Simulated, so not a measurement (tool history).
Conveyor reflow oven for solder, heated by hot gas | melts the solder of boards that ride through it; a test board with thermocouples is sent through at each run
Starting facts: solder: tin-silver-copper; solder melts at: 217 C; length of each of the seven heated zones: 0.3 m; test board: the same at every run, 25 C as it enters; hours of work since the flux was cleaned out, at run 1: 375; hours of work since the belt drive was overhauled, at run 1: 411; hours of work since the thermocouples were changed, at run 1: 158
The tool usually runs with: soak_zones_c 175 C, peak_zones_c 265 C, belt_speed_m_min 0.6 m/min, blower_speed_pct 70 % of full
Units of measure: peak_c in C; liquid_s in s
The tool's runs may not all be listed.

run     day  soak_zones_c  peak_zones_c  belt_speed_m_min  blower_speed_pct  hours of work since the flux was cleaned out  hours of work since the belt drive was overhauled  hours of work since the thermocouples were changed  peak_c  liquid_s
  1       0           175           265               0.6                70                                           375                                                411                                                 158   246.9      41.3
  2   0.721           175           265               0.6                70                                           388                                                424                                                 171   246.8      41.1
  3   1.308           175           265               0.6                70                                           399                                                435                                                 181   246.6      41.2
  4   1.758           175           265               0.6                57                                           407                                                443                                                 190   242.9      37.3
      2.179  -- flux residue cleaned out of gas plates and filters
  5   2.383           175           265               0.6                57                                             4                                                450                                                 197   245.9      40.6
  6   2.771           175           265               0.6                56                                            11                                                457                                                 204   245.6      40.4
  7   3.358           175           265               0.6                56                                            21                                                468                                                 214   245.6      40.2
  8   4.121           175           265               0.6                56                                            35                                                481                                                 228     245      40.3
  9    4.75           175           265             0.638                70                                            46                                                492                                                 239   247.1      39.5
 10   5.417           175           265             0.638                70                                            58                                                504                                                 251   247.8      39.8
 11   6.033           175           265             0.638                70                                            69                                                515                                                 262     248      39.6
      6.271  -- belt drive overhauled, speed set with a stopwatch
 12   6.871           175           265               0.6                70                                            81                                                 11                                                 274   249.4      43.7
 13   7.496           175           265               0.6                70                                            92                                                 22                                                 285   249.4      43.6
 14   8.038           175           265               0.6                70                                           101                                                 32                                                 295   249.2      43.3
 15   8.558           175           265               0.6                51                                           111                                                 41                                                 304   242.7      37.7
 16   9.229           171           265               0.6                70                                           123                                                 53                                                 316   248.3      42.1
      9.504  -- belt drive overhauled, speed set with a stopwatch, once more
 17   9.821           171           265             0.567                70                                           130                                                  6                                                 324   249.7      45.1
 18   10.15           176           265             0.489                70                                           136                                                 11                                                 329   254.5      58.5
 19   10.75           179           265             0.596                70                                           147                                                 22                                                 340   249.3      44.7
 20  11.196           175           265               0.6                73                                           155                                                 30                                                 348   248.9      43.3
 21  11.592           179           259             0.614                70                                           162                                                 37                                                 355   243.2      39.7
 22  12.033           179           259             0.614                70                                           170                                                 45                                                 363   243.1      39.1
 23  12.612           179           259             0.614                84                                           180                                                 55                                                 373   245.6      42.2
 24  13.371           179           259             0.614                84                                           194                                                 69                                                 387     246        42
 25  13.962           169           259             0.682                84                                           204                                                 79                                                 397   240.8      30.9
 26  14.575           175           272               0.6                70                                           215                                                 90                                                 408   254.2      46.3
 27  14.954           175           272             0.652                66                                           222                                                 97                                                 415   249.4      38.9

Each row is a separate what-if for the run after 27, all from the same tool condition, not one after another. Results?
  A  15.575           175           255             0.545                88                                           233                                                108                                                 426       ?         ?
  B  15.575           175           265               0.6                68                                           233                                                108                                                 426       ?         ?
  C  15.575           175           254             0.652                58                                           233                                                108                                                 426       ?         ?
  D  15.575           175           255             0.652                58                                           233                                                108                                                 426       ?         ?
  E  15.575           175           277               0.6                70                                           233                                                108                                                 426       ?         ?

run  peak_c  liquid_s
  A   244.5      46.5
  B     247      41.3
  C   231.8      24.4
  D   232.5      25.3
  E   257.8      47.9
Without the tool's unlogged condition, the same runs would have read:
run  peak_c  liquid_s
  A     247        49
  B   249.8      43.6
  C   234.4      27.7
  D   235.2      28.5
  E   260.8      49.6
